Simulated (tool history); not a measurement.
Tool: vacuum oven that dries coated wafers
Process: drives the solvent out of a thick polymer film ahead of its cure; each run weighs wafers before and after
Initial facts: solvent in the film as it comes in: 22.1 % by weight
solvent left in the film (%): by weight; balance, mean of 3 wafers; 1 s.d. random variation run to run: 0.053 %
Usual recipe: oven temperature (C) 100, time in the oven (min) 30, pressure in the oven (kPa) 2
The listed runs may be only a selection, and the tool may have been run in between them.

{"run": 1, "hour": 0.0, "oven temperature (C)": 100, "time in the oven (min)": 30, "pressure in the oven (kPa)": 2, "solvent left in the film (%)": 1.87}
{"run": 2, "hour": 62.6, "oven temperature (C)": 100, "time in the oven (min)": 30, "pressure in the oven (kPa)": 2, "solvent left in the film (%)": 1.83}
{"run": 3, "hour": 116.9, "oven temperature (C)": 100, "time in the oven (min)": 32, "pressure in the oven (kPa)": 2, "solvent left in the film (%)": 1.74}
{"run": 4, "hour": 165.9, "oven temperature (C)": 88, "time in the oven (min)": 32, "pressure in the oven (kPa)": 2, "solvent left in the film (%)": 5.18}
{"run": 5, "hour": 214.7, "oven temperature (C)": 112, "time in the oven (min)": 32, "pressure in the oven (kPa)": 2, "solvent left in the film (%)": 0.69}
{"run": 6, "hour": 286.0, "oven temperature (C)": 98, "time in the oven (min)": 30, "pressure in the oven (kPa)": 2, "solvent left in the film (%)": 2.24}
{"run": 7, "hour": 323.4, "oven temperature (C)": 98, "time in the oven (min)": 30, "pressure in the oven (kPa)": 2, "solvent left in the film (%)": 2.38}
{"run": 8, "hour": 367.6, "oven temperature (C)": 100, "time in the oven (min)": 20, "pressure in the oven (kPa)": 2, "solvent left in the film (%)": 3.19}
{"hour": 376.3, "done": "oven's thermocouples calibrated"}
{"run": 9, "hour": 413.3, "oven temperature (C)": 100, "time in the oven (min)": 20, "pressure in the oven (kPa)": 2, "solvent left in the film (%)": 3.27}
{"run": 10, "hour": 483.5, "oven temperature (C)": 100, "time in the oven (min)": 20, "pressure in the oven (kPa)": 2, "solvent left in the film (%)": 3.11}
{"run": 11, "hour": 517.6, "oven temperature (C)": 98, "time in the oven (min)": 20, "pressure in the oven (kPa)": 1.81, "solvent left in the film (%)": 3.58}
{"run": 12, "hour": 589.6, "oven temperature (C)": 98, "time in the oven (min)": 20, "pressure in the oven (kPa)": 1.81, "solvent left in the film (%)": 3.7}
{"hour": 596.8, "done": "oven's thermocouples calibrated, once more"}
{"run": 13, "hour": 663.7, "oven temperature (C)": 107, "time in the oven (min)": 30, "pressure in the oven (kPa)": 7.1, "solvent left in the film (%)": 3.08}
{"run": 14, "hour": 734.9, "oven temperature (C)": 100, "time in the oven (min)": 18, "pressure in the oven (kPa)": 3.44, "solvent left in the film (%)": 4.44}
{"run": 15, "hour": 791.0, "oven temperature (C)": 100, "time in the oven (min)": 18, "pressure in the oven (kPa)": 3.44, "solvent left in the film (%)": 4.43}
{"run": 16, "hour": 851.0, "oven temperature (C)": 100, "time in the oven (min)": 18, "pressure in the oven (kPa)": 1.32, "solvent left in the film (%)": 3.53}
{"run": 17, "hour": 911.1, "oven temperature (C)": 100, "time in the oven (min)": 22, "pressure in the oven (kPa)": 1.22, "solvent left in the film (%)": 2.5}

Each row is a separate what-if for the run after 17, all from the same tool condition, not one after another. Results?
{"run": "A", "hour": 980.1, "oven temperature (C)": 100, "time in the oven (min)": 40, "pressure in the oven (kPa)": 4.55, "solvent left in the film (%)": "?"}
{"run": "B", "hour": 980.1, "oven temperature (C)": 96, "time in the oven (min)": 20, "pressure in the oven (kPa)": 7.32, "solvent left in the film (%)": "?"}
{"run": "C", "hour": 980.1, "oven temperature (C)": 100, "time in the oven (min)": 20, "pressure in the oven (kPa)": 2.61, "solvent left in the film (%)": "?"}

run=A solvent_left_in_the_film_(%)=2.8
run=B solvent_left_in_the_film_(%)=7.38
run=C solvent_left_in_the_film_(%)=3.53
Had the tool no hidden state, the same runs would have come out as:
run=A solvent_left_in_the_film_(%)=2.75
run=B solvent_left_in_the_film_(%)=7.48
run=C solvent_left_in_the_film_(%)=3.58
